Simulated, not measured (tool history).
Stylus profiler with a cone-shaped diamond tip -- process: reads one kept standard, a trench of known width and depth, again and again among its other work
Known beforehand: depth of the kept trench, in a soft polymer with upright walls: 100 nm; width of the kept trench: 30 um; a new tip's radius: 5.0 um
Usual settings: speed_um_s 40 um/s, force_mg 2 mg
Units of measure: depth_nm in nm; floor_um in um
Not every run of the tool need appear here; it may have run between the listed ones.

run   hour  speed_um_s  force_mg  depth_nm  floor_um
  1      0          40         2     100.8     27.08
  2   21.8          40         2    100.91     27.09
  3     41          40         2    100.92     27.08
  4   58.8          40         2    100.85     27.09
  5   73.3          40         2    100.88     27.11
  6  104.5          40         2    100.79     27.07
  7  121.6          40      1.55     100.9     27.04
  8  153.7          40      2.84    100.96     27.08
  9  180.5          40         2    101.01     27.02
 10    199          40         2    100.98     27.01
 11  228.3          40      0.97    100.81     26.93
 12  245.3          40      0.97    100.79     26.93
 13  272.5          34         2    100.79     27.05
 14  303.4          34         2    100.98     27.05
 15  325.3          40      5.54    101.61     27.14
 16  354.4         120      5.54    101.43     26.84
     357.4  -- height scale calibrated on a step standard
 17  382.5          40       4.6    101.43     27.07
 18  403.1          35      4.53    101.51      27.1
     423.2  -- height scale calibrated on a step standard, once more
 19  428.5          26      2.46    100.56     27.09
 20  448.4         149      0.97    100.29     25.86
 21  475.4         115      0.73    100.24     26.02
 22  492.5          13       0.7    100.46     27.07
 23  520.4          32      4.46    100.98     27.02
 24  553.2          63      1.78    100.56     26.79
 25  569.1          54       1.3    100.49     26.75
 26  590.3          99      0.95    100.37     26.26
 27  611.1          19      0.95    100.43     26.98
 28  634.6          24      0.71    100.26     26.87
 29  655.8          33      3.18    100.79     26.98

What does the tool deliver on the next run?
 30  681.2          85      2.06         ?         ?

depth_nm: 100.6 nm
floor_um: 26.67 um
Had the tool carried no hidden state, the very same run would have given depth_nm 100.56 nm, floor_um 27.53 um.

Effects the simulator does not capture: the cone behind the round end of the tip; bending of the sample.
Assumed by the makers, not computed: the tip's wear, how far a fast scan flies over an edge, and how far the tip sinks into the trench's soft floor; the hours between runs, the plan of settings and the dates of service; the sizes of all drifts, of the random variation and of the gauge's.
